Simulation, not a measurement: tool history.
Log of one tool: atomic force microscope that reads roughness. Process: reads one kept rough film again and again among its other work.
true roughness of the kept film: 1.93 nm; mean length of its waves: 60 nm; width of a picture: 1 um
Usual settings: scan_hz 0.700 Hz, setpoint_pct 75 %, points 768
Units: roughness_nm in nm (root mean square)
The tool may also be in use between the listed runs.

run	hour	scan_hz	setpoint_pct	points	roughness_nm
1	0.0	0.700	75	768	1.831
2	7.1	0.700	75	472	1.827
3	13.0	0.700	75	472	1.820
4	18.4	0.700	75	293	1.811
5	27.8	2.273	75	768	1.667
6	31.6	2.273	75	768	1.666
7	35.9	1.541	75	768	1.729
8	41.4	1.331	75	768	1.747
9	45.6	0.700	75	768	1.803
10	50.0	0.700	75	768	1.802
# hour 51.6: new tip fitted
11	57.9	0.700	75	768	1.829
12	66.2	0.700	75	768	1.827
13	73.2	0.700	71	768	1.833
14	78.6	2.140	75	768	1.682
15	82.8	2.140	75	768	1.676
16	89.0	2.363	75	768	1.657
17	97.9	2.363	75	768	1.653
18	103.2	2.363	75	768	1.651
# hour 104.5: new tip fitted
19	108.1	2.363	75	768	1.666
20	116.6	2.363	75	768	1.669
21	122.9	1.379	75	768	1.754
22	128.3	1.379	75	768	1.750
23	132.1	2.526	75	768	1.645
24	140.1	0.700	75	768	1.811
25	148.6	0.700	75	768	1.810
# hour 157.1: new tip fitted
26	157.7	0.700	64	768	1.866
27	161.5	0.700	75	299	1.823
28	165.5	1.887	70	882	1.759
29	173.4	1.887	70	882	1.752
30	179.7	1.887	70	882	1.748
31	184.1	3.329	70	627	1.653
32	192.3	0.884	61	793	1.846
33	199.1	1.389	75	477	1.739
34	205.2	0.785	75	327	1.792
# hour 210.1: new tip fitted
35	210.1	0.700	57	919	1.886
36	214.2	0.700	61	768	1.880
37	222.5	0.700	61	768	1.873
38	229.7	0.700	83	952	1.789
# hour 231.3: height scale calibrated on a step standard
39	236.4	0.683	81	269	1.797
40	242.3	0.683	81	269	1.790
41	251.0	0.700	61	768	1.852
42	257.0	0.700	61	768	1.853
# hour 264.0: new tip fitted
43	264.4	0.700	61	768	1.879
# hour 269.5: height scale calibrated on a step standard, once more
44	274.4	1.733	79	768	1.688
45	278.2	2.787	90	685	1.419
46	286.6	2.787	90	685	1.415
47	295.6	2.787	90	685	1.410
48	303.6	0.890	75	522	1.788
49	307.9	0.875	71	296	1.800
50	316.7	1.150	75	768	1.754
# hour 318.1: new tip fitted
51	324.7	1.150	75	768	1.781
52	328.8	0.728	75	768	1.825
53	338.1	0.700	86	768	1.769
54	343.7	2.596	69	471	1.708

3 ways to go on from here, each from the tool as it stands after run 54. What would each give?
A	349.0	1.872	64	659	?
B	349.0	0.534	69	808	?
C	349.0	2.596	69	644	?

run	roughness_nm
A	1.784
B	1.849
C	1.707
Without the tool's hidden state the same runs would have given:
run	roughness_nm
A	1.801
B	1.867
C	1.723

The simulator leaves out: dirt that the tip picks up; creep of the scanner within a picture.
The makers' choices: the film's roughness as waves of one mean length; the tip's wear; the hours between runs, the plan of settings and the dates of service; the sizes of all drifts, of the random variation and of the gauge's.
